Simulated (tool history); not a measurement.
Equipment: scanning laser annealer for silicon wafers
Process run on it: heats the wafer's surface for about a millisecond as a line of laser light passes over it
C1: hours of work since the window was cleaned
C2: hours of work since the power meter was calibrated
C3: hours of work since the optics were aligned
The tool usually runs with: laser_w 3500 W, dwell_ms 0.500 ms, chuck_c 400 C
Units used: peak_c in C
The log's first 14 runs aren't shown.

At hour 860.8: optics aligned, line set to its width.
Run 15, hour 898.9: usual settings but dwell_ms 0.425 ms; C1 250; C2 1808; C3 18. Result: peak_c 1150 C.
Run 16, hour 949.2: usual settings but dwell_ms 0.425 ms; C1 273; C2 1831; C3 41. Result: peak_c 1150 C.
Run 17, hour 1031.8: usual settings; C1 312; C2 1869; C3 79. Result: peak_c 1202 C.
Run 18, hour 1088.8: usual settings but dwell_ms 0.399 ms; C1 338; C2 1896; C3 106. Result: peak_c 1117 C.
Run 19, hour 1158.0: usual settings but dwell_ms 0.399 ms; C1 370; C2 1928; C3 138. Result: peak_c 1116 C.
Run 20, hour 1222.8: usual settings but laser_w 3596 W, dwell_ms 0.475 ms, chuck_c 394 C; C1 400; C2 1958; C3 168. Result: peak_c 1185 C.
At hour 1267.8: window over the wafer cleaned.
At hour 1295.5: optics aligned, line set to its width, once more.
Run 21, hour 1295.5: usual settings but laser_w 3596 W, dwell_ms 0.475 ms, chuck_c 394 C; C1 11; C2 1988; C3 0. Result: peak_c 1237 C.
Run 22, hour 1379.4: usual settings but laser_w 3067 W, dwell_ms 0.352 ms, chuck_c 394 C; C1 50; C2 2027; C3 39. Result: peak_c 1019 C.
Run 23, hour 1469.3: usual settings but laser_w 3285 W, chuck_c 408 C; C1 91; C2 2069; C3 81. Result: peak_c 1198 C.
Run 24, hour 1514.9: usual settings but laser_w 3321 W, dwell_ms 0.490 ms, chuck_c 432 C; C1 112; C2 2090; C3 102. Result: peak_c 1217 C.
Run 25, hour 1587.5: usual settings but laser_w 3589 W, dwell_ms 0.389 ms, chuck_c 363 C; C1 146; C2 2124; C3 136. Result: peak_c 1115 C.
Run 26, hour 1649.7: usual settings but laser_w 3285 W, dwell_ms 0.372 ms, chuck_c 395 C; C1 175; C2 2153; C3 164. Result: peak_c 1070 C.
Run 27, hour 1693.3: usual settings but dwell_ms 0.573 ms; C1 195; C2 2173; C3 185. Result: peak_c 1279 C.
Run 28, hour 1763.6: usual settings but dwell_ms 0.579 ms, chuck_c 381 C; C1 228; C2 2206; C3 217. Result: peak_c 1261 C.
Run 29, hour 1841.1: usual settings but laser_w 2984 W, dwell_ms 0.409 ms; C1 264; C2 2242; C3 253. Result: peak_c 1037 C.
Run 30, hour 1920.0: usual settings but laser_w 3280 W, dwell_ms 0.409 ms; C1 300; C2 2278; C3 290. Result: peak_c 1095 C.
Run 31, hour 1978.7: usual settings but laser_w 3496 W, dwell_ms 0.360 ms, chuck_c 367 C; C1 328; C2 2305; C3 317. Result: peak_c 1056 C.
Run 32, hour 2068.1: usual settings but dwell_ms 0.377 ms; C1 369; C2 2347; C3 359. Result: peak_c 1104 C.
Run 33, hour 2146.8: usual settings but dwell_ms 0.377 ms; C1 406; C2 2384; C3 395. Result: peak_c 1100 C.
At hour 2178.8: window over the wafer cleaned.
Run 34, hour 2218.5: usual settings but dwell_ms 0.377 ms; C1 18; C2 2416; C3 427. Result: peak_c 1133 C.
Run 35, hour 2273.8: usual settings but dwell_ms 0.377 ms; C1 44; C2 2442; C3 453. Result: peak_c 1131 C.
Run 36, hour 2317.8: usual settings but dwell_ms 0.365 ms, chuck_c 379 C; C1 64; C2 2462; C3 473. Result: peak_c 1096 C.
Run 37, hour 2358.1: usual settings but dwell_ms 0.365 ms, chuck_c 379 C; C1 83; C2 2481; C3 492. Result: peak_c 1096 C.
Run 38, hour 2435.8: usual settings but laser_w 3333 W, dwell_ms 0.437 ms, chuck_c 375 C; C1 119; C2 2517; C3 528. Result: peak_c 1115 C.

Below are 5 alternative next runs, each starting from the tool's condition after run 38. Predict each:
Run A, hour 2512.6: usual settings but laser_w 3170 W, dwell_ms 0.437 ms, chuck_c 375 C; C1 155; C2 2552; C3 564. Result: peak_c ?.
Run B, hour 2512.6: usual settings but laser_w 3807 W, dwell_ms 0.414 ms, chuck_c 391 C; C1 155; C2 2552; C3 564. Result: peak_c ?.
Run C, hour 2512.6: usual settings but laser_w 3333 W, dwell_ms 0.471 ms, chuck_c 394 C; C1 155; C2 2552; C3 564. Result: peak_c ?.
Run D, hour 2512.6: usual settings but laser_w 3439 W, dwell_ms 0.388 ms, chuck_c 375 C; C1 155; C2 2552; C3 564. Result: peak_c ?.
Run E, hour 2512.6: usual settings but laser_w 3725 W, dwell_ms 0.525 ms; C1 155; C2 2552; C3 564. Result: peak_c ?.

run  peak_c
  A    1078
  B    1204
  C    1155
  D    1096
  E    1296
What these runs would have given with no unlogged condition in the tool:
run  peak_c
  A    1087
  B    1214
  C    1165
  D    1105
  E    1307
